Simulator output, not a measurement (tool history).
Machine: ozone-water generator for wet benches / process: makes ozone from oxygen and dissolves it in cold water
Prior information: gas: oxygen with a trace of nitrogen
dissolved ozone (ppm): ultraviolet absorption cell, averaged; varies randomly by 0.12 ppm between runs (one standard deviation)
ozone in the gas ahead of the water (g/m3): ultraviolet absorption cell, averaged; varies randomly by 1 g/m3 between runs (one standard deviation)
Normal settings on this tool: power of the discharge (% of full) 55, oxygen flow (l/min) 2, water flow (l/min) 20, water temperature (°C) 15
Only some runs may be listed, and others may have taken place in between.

run   hour  power of the discharge (% of full)  oxygen flow (l/min)  water flow (l/min)  water temperature (°C)  dissolved ozone (ppm)  ozone in the gas ahead of the water (g/m3)
  1      0                                  55                    2                  20                      15                    9.5                                       173.6
  2   38.9                                  55                    2                  20                      15                    9.7                                       175.2
  3   89.4                                  55                    2                  20                      10                   10.1                                       173.2
  4  138.6                                  55                    2                  20                      15                    9.5                                       173.7
  5  169.1                                  55                    2                  20                      15                    9.8                                       173.6
  6  193.8                                  73                    2                  20                      15                   11.8                                       211.5
  7  241.3                                  73                    2                  20                      15                     12                                       212.9
  8  281.5                                  73                    2                  26                      15                    8.4                                       209.9
  9    319                                  73                    2                  26                      15                    8.7                                       213.4
 10  369.1                                  73                    2                  26                      15                    8.6                                       212.2
 11  425.7                                  73                    2                  26                      15                    8.7                                       211.3
 12  465.9                                  73                    2                  26                      15                    8.5                                       213.8
 13  494.8                                  73                    2                  26                      15                    8.5                                       214.4
 14  539.3                                  91                 2.08                  26                      15                     10                                       244.3
 15  583.5                                  91                 2.08                  26                      15                   10.1                                       243.1
 16    628                                  91                 2.08                  26                      15                   10.2                                       244.5
 17  657.6                                  66                  1.5                  19                      20                   10.5                                       233.1
 18  689.9                                  55                 1.03                  26                      15                      6                                       253.7
 19  715.6                                  49                 2.92                  28                      20                    6.2                                       127.2
 20  757.4                                  77                 1.76                  24                      19                    9.5                                       237.6
 21    783                                  77                 1.76                  24                      19                    9.3                                       239.7
 22  839.8                                  77                 2.61                  24                      19                   10.2                                       188.3
 23  867.2                                  77                 2.61                  24                      19                   10.1                                       186.6
 24  908.6                                  77                 2.61                  24                      19                   10.3                                       190.3
 25    959                                  77                  1.6                  24                       9                    9.6                                       253.8
 26  989.5                                  46                    2                  21                      15                      8                                       153.8

5 options for the next run, each taken on its own from the tool as it stands now. Forecast them:
  A  1035.9                                  58                 2.42                  21                      10                      ?                                           ?
  B  1035.9                                  46                 1.23                  20                      19                      ?                                           ?
  C  1035.9                                  77                    2                  12                      21                      ?                                           ?
  D  1035.9                                  46                 1.15                  15                      16                      ?                                           ?
  E  1035.9                                  46                 1.09                  17                      15                      ?                                           ?

run  dissolved ozone (ppm)  ozone in the gas ahead of the water (g/m3)
  A                     10                                       160.5
  B                    7.2                                       199.7
  C                   19.4                                       219.9
  D                   10.2                                       206.5
  E                    8.8                                       216.2
Take away the tool's hidden state, keep each run's random variation, and the runs would have read:
run  dissolved ozone (ppm)  ozone in the gas ahead of the water (g/m3)
  A                     10                                       160.5
  B                    7.2                                       199.7
  C                   19.4                                       219.9
  D                   10.2                                       206.5
  E                    8.8                                       216.2
